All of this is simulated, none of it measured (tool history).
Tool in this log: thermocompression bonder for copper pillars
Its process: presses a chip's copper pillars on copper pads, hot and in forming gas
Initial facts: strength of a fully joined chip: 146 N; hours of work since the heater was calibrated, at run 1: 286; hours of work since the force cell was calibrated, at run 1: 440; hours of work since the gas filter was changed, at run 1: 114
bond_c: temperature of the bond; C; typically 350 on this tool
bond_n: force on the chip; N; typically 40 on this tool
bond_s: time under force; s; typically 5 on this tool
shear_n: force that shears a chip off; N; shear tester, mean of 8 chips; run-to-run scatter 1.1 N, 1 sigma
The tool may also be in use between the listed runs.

run,hour,bond_c,bond_n,bond_s,hours of work since the heater was calibrated,hours of work since the force cell was calibrated,hours of work since the gas filter was changed,shear_n
1,0,350,40,5,286,440,114,92.6
2,29.8,350,46,5,304,458,133,104
3,47.6,350,40,5,315,469,144,91.2
4,63.2,350,40,5,325,479,153,90.5
5,85.3,321,40,5,339,492,167,76.7
6,113.7,321,40,5,356,510,185,72.6
7,135,350,40,5,370,523,198,87
8,161.2,350,40,5,386,539,214,88.8
9,176.9,345,40,5,396,549,224,85.8
10,193.5,338,40,5,406,559,234,81.5
# hour 200: forming gas filter changed
11,213.9,338,40,5,418,572,9,89
# hour 217.3: heater calibrated with a thermocouple chip
12,245.9,338,40,5,18,590,27,86.7
13,261.2,347,28,6,27,600,37,70.6
14,288.6,326,48,10,44,617,54,110.2
# hour 295.9: heater calibrated with a thermocouple chip, once more
15,318.1,350,31,5,14,634,71,73.2
16,336.1,369,31,7,25,645,82,93
17,349.1,376,28,3,33,653,90,67.5
18,371,371,40,3,47,667,103,89.7
19,386.6,371,26,3,56,676,113,58.5
20,417.1,348,56,12,75,695,132,128.3
21,434,374,58,4,86,706,142,116.9
22,458.4,350,32,4,101,721,158,68.7

Take each entry between the runs: how does the hidden state at the last listed run before it differ from the hidden state at the first listed run after it?
Between runs 10 and 11: forming gas filter changed (hour 200)
  true temperature of the bond over the reading, C: -3.9 -> -4; force that reaches the chip, % of what is set: 95.5 -> 95.4; oxide that the forming gas leaves, % of the face: 8.86 -> 0.89
  measured minus no-state result, shear_n: -13 -> -6.1 N
Between runs 11 and 12: heater calibrated with a thermocouple chip (hour 217.3)
  true temperature of the bond over the reading, C: -4 -> -6; force that reaches the chip, % of what is set: 95.4 -> 95.3; oxide that the forming gas leaves, % of the face: 0.89 -> 1.62
  measured minus no-state result, shear_n: -6.1 -> -7.9 N
Between runs 14 and 15: heater calibrated with a thermocouple chip, once more (hour 295.9)
  true temperature of the bond over the reading, C: -6.2 -> -1; force that reaches the chip, % of what is set: 95.1 -> 95; oxide that the forming gas leaves, % of the face: 2.62 -> 3.24
  measured minus no-state result, shear_n: -8.9 -> -6.3 N
